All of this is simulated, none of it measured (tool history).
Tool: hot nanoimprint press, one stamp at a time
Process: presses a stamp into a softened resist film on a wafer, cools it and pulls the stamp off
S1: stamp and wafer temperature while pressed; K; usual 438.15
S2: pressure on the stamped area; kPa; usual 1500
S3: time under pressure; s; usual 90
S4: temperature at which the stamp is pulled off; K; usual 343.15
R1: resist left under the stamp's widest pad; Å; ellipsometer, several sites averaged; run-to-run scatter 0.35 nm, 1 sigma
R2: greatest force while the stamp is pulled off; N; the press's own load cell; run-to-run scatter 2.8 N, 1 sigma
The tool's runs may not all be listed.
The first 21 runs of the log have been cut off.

| run | hour | S1 | S2 | S3 | S4 | R1 | R2 |
|---|---|---|---|---|---|---|---|
| 22 | 717.8 | 432.15 | 1660 | 155 | 334.15 | 1153 | 151 |
| 23 | 741.1 | 428.15 | 1400 | 106 | 336.15 | 1533 | 139 |
| 24 | 770.9 | 428.15 | 1090 | 101 | 336.15 | 1638 | 142 |
|  | 787.3 | stamp cleaned and given a new release coat |
| 25 | 808.9 | 438.15 | 1500 | 106 | 329.15 | 1067 | 165 |
| 26 | 844.4 | 438.15 | 1500 | 106 | 329.15 | 1068 | 165 |
| 27 | 877.0 | 427.15 | 940 | 106 | 332.15 | 1705 | 150 |
| 28 | 897.6 | 450.15 | 1500 | 90 | 336.15 | 718 | 149 |
| 29 | 937.2 | 428.15 | 1500 | 174 | 343.15 | 1341 | 130 |
|  | 943.3 | plate thermocouple calibrated |
| 30 | 961.7 | 428.15 | 1950 | 120 | 340.15 | 1362 | 143 |
| 31 | 993.1 | 450.15 | 1890 | 91 | 340.15 | 630 | 129 |

3 ways to go on from here, each from the tool as it stands after run 31. What would each give?
| A | 1019.6 | 450.15 | 2000 | 91 | 340.15 | ? | ? |
| B | 1019.6 | 450.15 | 2020 | 91 | 340.15 | ? | ? |
| C | 1019.6 | 450.15 | 1950 | 113 | 340.15 | ? | ? |

| run | R1 | R2 |
|---|---|---|
| A | 616 | 133 |
| B | 615 | 135 |
| C | 570 | 138 |
With the hidden condition removed and each run's random variation left untouched, the same runs would have given:
| run | R1 | R2 |
|---|---|---|
| A | 615 | 132 |
| B | 614 | 134 |
| C | 570 | 137 |
